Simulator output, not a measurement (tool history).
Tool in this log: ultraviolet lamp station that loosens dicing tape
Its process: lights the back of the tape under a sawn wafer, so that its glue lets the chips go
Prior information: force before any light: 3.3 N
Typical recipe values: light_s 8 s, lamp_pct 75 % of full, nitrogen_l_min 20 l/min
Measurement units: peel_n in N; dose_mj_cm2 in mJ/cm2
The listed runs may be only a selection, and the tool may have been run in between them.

{"run": 1, "hour": 0.0, "light_s": 8, "lamp_pct": 75, "nitrogen_l_min": 20, "peel_n": 0.529, "dose_mj_cm2": 500}
{"run": 2, "hour": 26.4, "light_s": 8, "lamp_pct": 75, "nitrogen_l_min": 20, "peel_n": 0.542, "dose_mj_cm2": 503}
{"run": 3, "hour": 55.7, "light_s": 8, "lamp_pct": 75, "nitrogen_l_min": 20, "peel_n": 0.546, "dose_mj_cm2": 500}
{"run": 4, "hour": 81.3, "light_s": 8, "lamp_pct": 75, "nitrogen_l_min": 20, "peel_n": 0.54, "dose_mj_cm2": 503}
{"run": 5, "hour": 99.4, "light_s": 8, "lamp_pct": 75, "nitrogen_l_min": 20, "peel_n": 0.556, "dose_mj_cm2": 502}
{"run": 6, "hour": 133.2, "light_s": 14, "lamp_pct": 75, "nitrogen_l_min": 20, "peel_n": 0.228, "dose_mj_cm2": 877}
{"run": 7, "hour": 163.5, "light_s": 14, "lamp_pct": 75, "nitrogen_l_min": 20, "peel_n": 0.247, "dose_mj_cm2": 878}
{"run": 8, "hour": 185.2, "light_s": 8, "lamp_pct": 75, "nitrogen_l_min": 36, "peel_n": 0.385, "dose_mj_cm2": 500}
{"run": 9, "hour": 210.2, "light_s": 8, "lamp_pct": 75, "nitrogen_l_min": 36, "peel_n": 0.401, "dose_mj_cm2": 504}
{"run": 10, "hour": 241.7, "light_s": 8, "lamp_pct": 75, "nitrogen_l_min": 36, "peel_n": 0.39, "dose_mj_cm2": 497}
{"run": 11, "hour": 273.4, "light_s": 11, "lamp_pct": 75, "nitrogen_l_min": 36, "peel_n": 0.24, "dose_mj_cm2": 690}
{"run": 12, "hour": 293.1, "light_s": 11, "lamp_pct": 75, "nitrogen_l_min": 36, "peel_n": 0.238, "dose_mj_cm2": 688}
{"run": 13, "hour": 324.2, "light_s": 11, "lamp_pct": 75, "nitrogen_l_min": 36, "peel_n": 0.252, "dose_mj_cm2": 687}
{"run": 14, "hour": 355.0, "light_s": 11, "lamp_pct": 75, "nitrogen_l_min": 36, "peel_n": 0.235, "dose_mj_cm2": 690}
{"run": 15, "hour": 381.9, "light_s": 11, "lamp_pct": 75, "nitrogen_l_min": 36, "peel_n": 0.244, "dose_mj_cm2": 691}
{"run": 16, "hour": 407.7, "light_s": 8, "lamp_pct": 75, "nitrogen_l_min": 20, "peel_n": 0.53, "dose_mj_cm2": 505}
{"run": 17, "hour": 439.0, "light_s": 8, "lamp_pct": 75, "nitrogen_l_min": 20, "peel_n": 0.539, "dose_mj_cm2": 497}
{"run": 18, "hour": 462.2, "light_s": 8, "lamp_pct": 75, "nitrogen_l_min": 20, "peel_n": 0.544, "dose_mj_cm2": 497}
{"run": 19, "hour": 492.1, "light_s": 8, "lamp_pct": 75, "nitrogen_l_min": 7, "peel_n": 0.987, "dose_mj_cm2": 505}
{"run": 20, "hour": 508.9, "light_s": 8, "lamp_pct": 75, "nitrogen_l_min": 20, "peel_n": 0.55, "dose_mj_cm2": 499}
{"run": 21, "hour": 544.3, "light_s": 8, "lamp_pct": 75, "nitrogen_l_min": 20, "peel_n": 0.545, "dose_mj_cm2": 500}
{"run": 22, "hour": 566.1, "light_s": 8, "lamp_pct": 75, "nitrogen_l_min": 20, "peel_n": 0.524, "dose_mj_cm2": 500}
{"run": 23, "hour": 584.6, "light_s": 5, "lamp_pct": 75, "nitrogen_l_min": 6, "peel_n": 1.553, "dose_mj_cm2": 316}
{"run": 24, "hour": 617.9, "light_s": 5, "lamp_pct": 75, "nitrogen_l_min": 6, "peel_n": 1.594, "dose_mj_cm2": 315}
{"run": 25, "hour": 632.9, "light_s": 8, "lamp_pct": 61, "nitrogen_l_min": 13, "peel_n": 0.941, "dose_mj_cm2": 413}
{"run": 26, "hour": 665.8, "light_s": 8, "lamp_pct": 61, "nitrogen_l_min": 11, "peel_n": 0.954, "dose_mj_cm2": 407}
{"run": 27, "hour": 689.5, "light_s": 8, "lamp_pct": 75, "nitrogen_l_min": 37, "peel_n": 0.377, "dose_mj_cm2": 493}
{"run": 28, "hour": 722.8, "light_s": 8, "lamp_pct": 75, "nitrogen_l_min": 8, "peel_n": 0.904, "dose_mj_cm2": 498}
{"run": 29, "hour": 748.2, "light_s": 9, "lamp_pct": 63, "nitrogen_l_min": 30, "peel_n": 0.46, "dose_mj_cm2": 471}
{"run": 30, "hour": 768.2, "light_s": 5, "lamp_pct": 93, "nitrogen_l_min": 29, "peel_n": 0.644, "dose_mj_cm2": 387}
{"run": 31, "hour": 801.6, "light_s": 8, "lamp_pct": 75, "nitrogen_l_min": 20, "peel_n": 0.553, "dose_mj_cm2": 498}
{"run": 32, "hour": 827.7, "light_s": 4, "lamp_pct": 78, "nitrogen_l_min": 8, "peel_n": 1.621, "dose_mj_cm2": 260}
{"run": 33, "hour": 856.6, "light_s": 8, "lamp_pct": 70, "nitrogen_l_min": 20, "peel_n": 0.601, "dose_mj_cm2": 467}
{"run": 34, "hour": 879.0, "light_s": 6, "lamp_pct": 75, "nitrogen_l_min": 20, "peel_n": 0.802, "dose_mj_cm2": 373}
{"run": 35, "hour": 909.8, "light_s": 8, "lamp_pct": 75, "nitrogen_l_min": 19, "peel_n": 0.534, "dose_mj_cm2": 499}
{"run": 36, "hour": 927.3, "light_s": 4, "lamp_pct": 77, "nitrogen_l_min": 15, "peel_n": 1.348, "dose_mj_cm2": 258}
{"run": 37, "hour": 943.6, "light_s": 5, "lamp_pct": 86, "nitrogen_l_min": 9, "peel_n": 1.22, "dose_mj_cm2": 358}
{"run": 38, "hour": 978.3, "light_s": 5, "lamp_pct": 86, "nitrogen_l_min": 9, "peel_n": 1.249, "dose_mj_cm2": 360}
{"run": 39, "hour": 995.3, "light_s": 5, "lamp_pct": 86, "nitrogen_l_min": 9, "peel_n": 1.2, "dose_mj_cm2": 363}
{"run": 40, "hour": 1016.7, "light_s": 5, "lamp_pct": 86, "nitrogen_l_min": 29, "peel_n": 0.726, "dose_mj_cm2": 359}
{"run": 41, "hour": 1031.5, "light_s": 5, "lamp_pct": 86, "nitrogen_l_min": 29, "peel_n": 0.724, "dose_mj_cm2": 358}
{"run": 42, "hour": 1062.7, "light_s": 8, "lamp_pct": 75, "nitrogen_l_min": 6, "peel_n": 1.039, "dose_mj_cm2": 496}
{"run": 43, "hour": 1077.8, "light_s": 10, "lamp_pct": 77, "nitrogen_l_min": 14, "peel_n": 0.462, "dose_mj_cm2": 643}

Missing from the log above: 2 entries noted between runs. For each, name the pair of listed runs it sits between and say how the tool's hidden condition differs from the listed run just before to the listed run just after:
Runs 10 to 11: window cleaned of glue's vapour (hour 253.3)
  light that the window lets through, % of a clean one's: 99.9 -> 100
Runs 26 to 27: window cleaned of glue's vapour (hour 686.1)
  light that the window lets through, % of a clean one's: 99.9 -> 100
